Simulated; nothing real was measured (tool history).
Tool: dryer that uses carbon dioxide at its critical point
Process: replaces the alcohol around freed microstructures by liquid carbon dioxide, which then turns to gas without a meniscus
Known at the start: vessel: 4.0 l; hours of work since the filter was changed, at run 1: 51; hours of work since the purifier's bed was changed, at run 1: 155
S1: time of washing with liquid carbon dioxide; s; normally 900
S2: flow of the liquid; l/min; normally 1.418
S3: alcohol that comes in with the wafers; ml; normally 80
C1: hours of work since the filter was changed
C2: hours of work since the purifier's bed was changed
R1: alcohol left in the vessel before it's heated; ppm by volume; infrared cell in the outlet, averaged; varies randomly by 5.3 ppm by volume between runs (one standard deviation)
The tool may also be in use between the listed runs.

run 1 hour=0.0 | S1=900 S2=1.418 S3=80 | C1=51 C2=155 | R1=155
run 2 hour=20.0 | S1=900 S2=1.418 S3=74 | C1=58 C2=162 | R1=155
run 3 hour=33.7 | S1=900 S2=1.418 S3=74 | C1=63 C2=167 | R1=147
run 4 hour=57.8 | S1=900 S2=1.418 S3=74 | C1=71 C2=176 | R1=151
run 5 hour=85.3 | S1=540 S2=1.418 S3=80 | C1=81 C2=185 | R1=1125
run 6 hour=106.0 | S1=540 S2=1.418 S3=80 | C1=88 C2=193 | R1=1147
run 7 hour=118.8 | S1=540 S2=1.418 S3=80 | C1=93 C2=197 | R1=1163
run 8 hour=136.0 | S1=900 S2=1.418 S3=48 | C1=99 C2=203 | R1=127
run 9 hour=154.7 | S1=900 S2=1.418 S3=80 | C1=105 C2=210 | R1=190
run 10 hour=175.6 | S1=900 S2=1.418 S3=95 | C1=113 C2=217 | R1=231
run 11 hour=193.9 | S1=900 S2=1.418 S3=95 | C1=119 C2=224 | R1=238
run 12 hour=216.8 | S1=900 S2=1.418 S3=95 | C1=128 C2=232 | R1=242
run 13 hour=231.3 | S1=900 S2=1.418 S3=95 | C1=133 C2=237 | R1=240
run 14 hour=252.5 | S1=900 S2=1.418 S3=95 | C1=140 C2=245 | R1=259
run 15 hour=267.3 | S1=900 S2=1.418 S3=95 | C1=145 C2=250 | R1=269
run 16 hour=282.2 | S1=900 S2=1.230 S3=95 | C1=151 C2=255 | R1=473
run 17 hour=310.8 | S1=900 S2=1.230 S3=95 | C1=161 C2=265 | R1=470
run 18 hour=333.1 | S1=900 S2=1.770 S3=80 | C1=169 C2=273 | R1=101
run 19 hour=349.4 | S1=900 S2=1.770 S3=80 | C1=175 C2=279 | R1=100
run 20 hour=369.0 | S1=900 S2=1.990 S3=80 | C1=182 C2=286 | R1=77
run 21 hour=390.5 | S1=780 S2=1.990 S3=80 | C1=189 C2=294 | R1=131
run 22 hour=412.2 | S1=780 S2=1.990 S3=80 | C1=197 C2=302 | R1=127
run 23 hour=433.8 | S1=780 S2=1.990 S3=80 | C1=205 C2=309 | R1=137
run 24 hour=450.1 | S1=780 S2=1.990 S3=80 | C1=210 C2=315 | R1=137
run 25 hour=470.1 | S1=720 S2=1.850 S3=80 | C1=218 C2=322 | R1=233
run 26 hour=491.1 | S1=720 S2=1.850 S3=80 | C1=225 C2=330 | R1=253
run 27 hour=518.7 | S1=1260 S2=1.418 S3=80 | C1=235 C2=339 | R1=81
run 28 hour=537.9 | S1=1260 S2=1.418 S3=80 | C1=242 C2=346 | R1=86
-- hour=541.7 inlet filter changed
run 29 hour=566.5 | S1=780 S2=1.418 S3=51 | C1=9 C2=356 | R1=188
run 30 hour=592.5 | S1=960 S2=0.920 S3=27 | C1=18 C2=365 | R1=223
run 31 hour=618.5 | S1=960 S2=1.590 S3=27 | C1=27 C2=374 | R1=55
run 32 hour=638.5 | S1=960 S2=1.590 S3=27 | C1=34 C2=382 | R1=45
run 33 hour=663.3 | S1=720 S2=1.710 S3=57 | C1=43 C2=390 | R1=159
run 34 hour=686.9 | S1=1140 S2=1.710 S3=28 | C1=52 C2=399 | R1=37
run 35 hour=714.7 | S1=1140 S2=1.710 S3=28 | C1=61 C2=409 | R1=46
run 36 hour=735.8 | S1=1200 S2=1.418 S3=80 | C1=69 C2=416 | R1=71
run 37 hour=757.6 | S1=600 S2=1.418 S3=53 | C1=77 C2=424 | R1=565
run 38 hour=783.0 | S1=1020 S2=1.030 S3=84 | C1=86 C2=433 | R1=439
run 39 hour=802.7 | S1=900 S2=1.490 S3=54 | C1=93 C2=440 | R1=126
run 40 hour=816.5 | S1=900 S2=1.490 S3=54 | C1=98 C2=445 | R1=130
run 41 hour=845.5 | S1=660 S2=2.100 S3=33 | C1=108 C2=455 | R1=92
run 42 hour=862.4 | S1=1020 S2=2.100 S3=33 | C1=114 C2=461 | R1=47
run 43 hour=880.7 | S1=1020 S2=2.100 S3=33 | C1=120 C2=468 | R1=49
run 44 hour=897.8 | S1=900 S2=1.260 S3=35 | C1=127 C2=474 | R1=190
run 45 hour=913.5 | S1=900 S2=1.260 S3=35 | C1=132 C2=479 | R1=186
run 46 hour=927.2 | S1=900 S2=1.260 S3=35 | C1=137 C2=484 | R1=181
run 47 hour=950.8 | S1=660 S2=1.260 S3=39 | C1=145 C2=492 | R1=536

Branching from run 47: 3 alternative next runs. What would each branch give?
run A hour=971.7 | S1=900 S2=1.418 S3=98 | C1=153 C2=500 | R1=?
run B hour=971.7 | S1=900 S2=0.930 S3=80 | C1=153 C2=500 | R1=?
run C hour=971.7 | S1=1140 S2=1.260 S3=33 | C1=153 C2=500 | R1=?

run=A R1=290
run=B R1=1008
run=C R1=101
Without the tool's hidden state the same runs would have given:
run=A R1=143
run=B R1=668
run=C R1=36
